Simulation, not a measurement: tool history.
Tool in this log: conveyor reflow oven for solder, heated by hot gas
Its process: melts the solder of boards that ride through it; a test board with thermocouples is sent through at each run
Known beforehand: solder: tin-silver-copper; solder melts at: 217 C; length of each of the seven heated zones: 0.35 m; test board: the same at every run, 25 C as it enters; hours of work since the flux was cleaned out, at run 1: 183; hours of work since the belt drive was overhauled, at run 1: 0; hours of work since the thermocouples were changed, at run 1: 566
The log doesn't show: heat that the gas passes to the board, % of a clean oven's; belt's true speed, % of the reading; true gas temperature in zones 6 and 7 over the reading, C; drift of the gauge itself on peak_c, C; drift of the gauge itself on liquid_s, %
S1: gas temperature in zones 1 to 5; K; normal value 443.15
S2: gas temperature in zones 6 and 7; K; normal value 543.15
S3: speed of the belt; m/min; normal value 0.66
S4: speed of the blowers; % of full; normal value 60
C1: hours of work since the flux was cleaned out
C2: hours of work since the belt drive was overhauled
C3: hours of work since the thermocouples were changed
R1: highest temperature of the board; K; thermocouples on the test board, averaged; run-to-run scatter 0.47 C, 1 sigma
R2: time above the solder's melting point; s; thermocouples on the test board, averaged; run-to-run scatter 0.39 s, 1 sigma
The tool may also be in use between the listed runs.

| run | hour | S1 | S2 | S3 | S4 | C1 | C2 | C3 | R1 | R2 |
|---|---|---|---|---|---|---|---|---|---|---|
| 1 | 0 | 443.15 | 543.15 | 0.66 | 60 | 183 | 0 | 566 | 524.15 | 45.1 |
| 2 | 77.6 | 443.15 | 543.15 | 0.66 | 60 | 238 | 54 | 620 | 524.05 | 45.2 |
| 3 | 162.6 | 443.15 | 543.15 | 0.66 | 60 | 297 | 114 | 680 | 523.85 | 44.4 |
|  | 184.5 | flux residue cleaned out of gas plates and filters |
| 4 | 246.6 | 443.15 | 543.15 | 0.66 | 60 | 43 | 169 | 735 | 524.25 | 45.3 |
| 5 | 337 | 443.15 | 543.15 | 0.66 | 60 | 107 | 232 | 798 | 524.25 | 45.5 |
| 6 | 376.7 | 443.15 | 543.15 | 0.66 | 60 | 134 | 260 | 826 | 524.15 | 46.3 |
| 7 | 445.8 | 443.15 | 543.15 | 0.66 | 60 | 183 | 308 | 874 | 524.15 | 46.3 |
| 8 | 506.3 | 443.15 | 543.15 | 0.66 | 60 | 225 | 351 | 917 | 524.65 | 45.3 |
| 9 | 573.8 | 443.15 | 543.15 | 0.66 | 60 | 272 | 398 | 964 | 524.15 | 45.6 |
|  | 628.4 | flux residue cleaned out of gas plates and filters |
| 10 | 649.8 | 443.15 | 543.15 | 0.66 | 60 | 15 | 448 | 1014 | 523.75 | 45.3 |
| 11 | 727.7 | 443.15 | 543.15 | 0.66 | 60 | 69 | 502 | 1068 | 524.35 | 45.5 |
| 12 | 773.1 | 443.15 | 543.15 | 0.66 | 60 | 101 | 534 | 1100 | 525.15 | 46.1 |
| 13 | 838.3 | 443.15 | 543.15 | 0.66 | 60 | 147 | 579 | 1146 | 523.55 | 45.5 |
| 14 | 888.1 | 443.15 | 543.15 | 0.66 | 60 | 182 | 614 | 1180 | 523.75 | 44.6 |
| 15 | 966.3 | 443.15 | 543.15 | 0.66 | 75 | 236 | 669 | 1235 | 527.05 | 48.2 |
| 16 | 1044.7 | 443.15 | 543.15 | 0.66 | 75 | 291 | 724 | 1290 | 527.95 | 47.9 |
|  | 1073.8 | flux residue cleaned out of gas plates and filters |
|  | 1124.6 | thermocouples of zones 6 and 7 changed |
| 17 | 1145.3 | 443.15 | 543.15 | 0.66 | 75 | 49 | 789 | 14 | 526.15 | 48 |
| 18 | 1224.2 | 436.15 | 543.15 | 0.66 | 75 | 104 | 844 | 70 | 525.95 | 45.1 |
| 19 | 1279.9 | 443.15 | 543.15 | 0.787 | 58 | 143 | 883 | 109 | 517.25 | 32.2 |
| 20 | 1333.9 | 447.15 | 540.15 | 0.606 | 89 | 181 | 921 | 146 | 529.85 | 55.5 |
| 21 | 1424.8 | 443.15 | 543.15 | 0.66 | 54 | 244 | 985 | 210 | 522.65 | 43.9 |
| 22 | 1500.1 | 452.15 | 555.15 | 0.534 | 81 | 297 | 1037 | 263 | 546.65 | 72 |
|  | 1523.1 | flux residue cleaned out of gas plates and filters |
|  | 1550.6 | belt drive overhauled, speed set with a stopwatch |
| 23 | 1589 | 438.15 | 543.15 | 0.535 | 86 | 43 | 27 | 319 | 533.65 | 63.6 |

Run 24 comes next. What will it give?
| 24 | 1671.5 | 438.15 | 543.15 | 0.535 | 86 | 101 | 85 | 376 | ? | ? |

Run 24 gave R1 534.35 K, R2 62.5 s.
On a tool with no hidden condition, and with the same random variation, this run would have come out at R1 534.35 K, R2 62.5 s.
